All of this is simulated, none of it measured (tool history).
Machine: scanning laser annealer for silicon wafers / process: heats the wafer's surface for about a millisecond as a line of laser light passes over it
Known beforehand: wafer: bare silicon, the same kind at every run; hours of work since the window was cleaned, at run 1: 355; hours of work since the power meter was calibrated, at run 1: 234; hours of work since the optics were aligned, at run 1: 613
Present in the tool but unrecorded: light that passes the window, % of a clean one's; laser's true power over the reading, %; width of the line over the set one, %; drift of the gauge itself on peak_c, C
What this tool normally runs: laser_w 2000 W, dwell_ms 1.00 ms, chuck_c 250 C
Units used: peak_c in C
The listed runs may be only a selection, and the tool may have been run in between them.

run,hour,laser_w,dwell_ms,chuck_c,hours of work since the window was cleaned,hours of work since the power meter was calibrated,hours of work since the optics were aligned,peak_c
1,0.0,2000,1.00,250,355,234,613,997
2,52.8,1786,1.00,250,395,273,652,903
3,97.6,2000,1.00,250,428,306,686,1000
4,127.2,2000,1.00,250,450,328,708,999
5,181.6,2000,1.00,250,490,368,748,999
6,223.4,2000,1.00,250,521,399,779,997
7,259.1,2000,1.00,250,548,426,805,997
8,284.2,2000,1.00,250,566,445,824,998
9,329.1,2030,0.77,240,600,478,857,895
10,360.4,2030,0.77,240,623,501,881,895
# hour 396.5: window over the wafer cleaned
11,418.1,2194,0.84,220,16,542,922,976
# hour 433.9: optics aligned, line set to its width
12,448.0,2005,0.99,220,35,561,10,970
13,488.5,1714,1.20,215,65,591,40,906
14,530.7,2000,1.22,277,96,622,72,1114
15,583.0,2075,1.22,278,135,661,111,1152
16,641.2,2075,1.22,278,178,704,154,1154

For each entry between runs, how does the tool's hidden state at the last listed run before it compare with that at the first listed run after it?
After run 10, before run 11: window over the wafer cleaned (hour 396.5)
  light that passes the window, % of a clean one's: 99.88 -> 99.98; width of the line over the set one, %: 0.25 -> 0.26
After run 11, before run 12: optics aligned, line set to its width (hour 433.9)
  width of the line over the set one, %: 0.26 -> 0.01
